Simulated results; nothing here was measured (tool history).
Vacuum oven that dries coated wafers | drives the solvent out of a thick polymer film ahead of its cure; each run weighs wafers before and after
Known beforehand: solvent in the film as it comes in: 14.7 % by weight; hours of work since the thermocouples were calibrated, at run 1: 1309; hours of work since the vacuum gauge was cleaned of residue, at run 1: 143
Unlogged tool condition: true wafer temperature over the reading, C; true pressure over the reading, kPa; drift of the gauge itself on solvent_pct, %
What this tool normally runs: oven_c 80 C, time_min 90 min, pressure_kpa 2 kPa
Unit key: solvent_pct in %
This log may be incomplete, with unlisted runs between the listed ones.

run,day,oven_c,time_min,pressure_kpa,hours of work since the thermocouples were calibrated,hours of work since the vacuum gauge was cleaned of residue,solvent_pct
1,0,80,90,2,1309,143,2.33
2,0.783,80,90,2,1319,153,2.27
3,1.883,84,90,2,1333,167,1.68
4,3.017,80,90,2,1347,181,2.34
5,4.054,80,90,2,1360,194,2.3
6,4.6,80,90,2,1367,201,2.31
7,5.583,80,90,2,1379,213,2.34
8,6.121,80,90,2,1386,220,2.34
9,6.988,80,90,2,1397,230,2.31
10,7.608,80,90,2,1405,238,2.26
11,8.633,80,55,2,1417,251,3.39
12,9.454,80,55,2,1428,261,3.38
13,10.125,80,64,2,1436,270,3.01
14,11.079,80,64,2,1448,282,3.03
15,12.154,80,64,2,1461,295,3.1
16,12.862,80,64,2,1470,304,3.1
17,13.421,91,64,2,1477,311,1.32
18,13.983,91,64,2,1484,318,1.28
19,15.204,76,146,2,1500,333,2.46
20,15.7,91,87,1.32,1506,339,0.88
21,16.696,91,53,1.32,1518,352,1
22,17.775,72,93,2.88,1532,365,5.18
23,18.829,92,90,2.09,1545,379,1.23
24,19.925,66,90,2.09,1559,392,6.59
25,20.783,66,90,2.09,1569,403,6.51
26,21.692,81,138,2,1581,414,1.84
27,22.383,70,118,4.02,1589,423,6.56
28,23.529,70,118,4.02,1604,437,6.71
29,24.225,87,69,7.11,1612,446,5.05
30,25.079,91,50,2.22,1623,457,1.59
31,26.188,67,71,2.22,1637,471,7.28

4 ways to go on from here, each from the tool as it stands after run 31. What would each give?
A,27.05,83,144,1.97,1648,481,?
B,27.05,86,53,7.28,1648,481,?
C,27.05,77,94,1.71,1648,481,?
D,27.05,80,90,3.21,1648,481,?

run,solvent_pct
A,1.61
B,5.75
C,2.53
D,3.37
Without the tool's unlogged condition, the same runs would have read:
run,solvent_pct
A,1.6
B,5.73
C,2.51
D,3.36

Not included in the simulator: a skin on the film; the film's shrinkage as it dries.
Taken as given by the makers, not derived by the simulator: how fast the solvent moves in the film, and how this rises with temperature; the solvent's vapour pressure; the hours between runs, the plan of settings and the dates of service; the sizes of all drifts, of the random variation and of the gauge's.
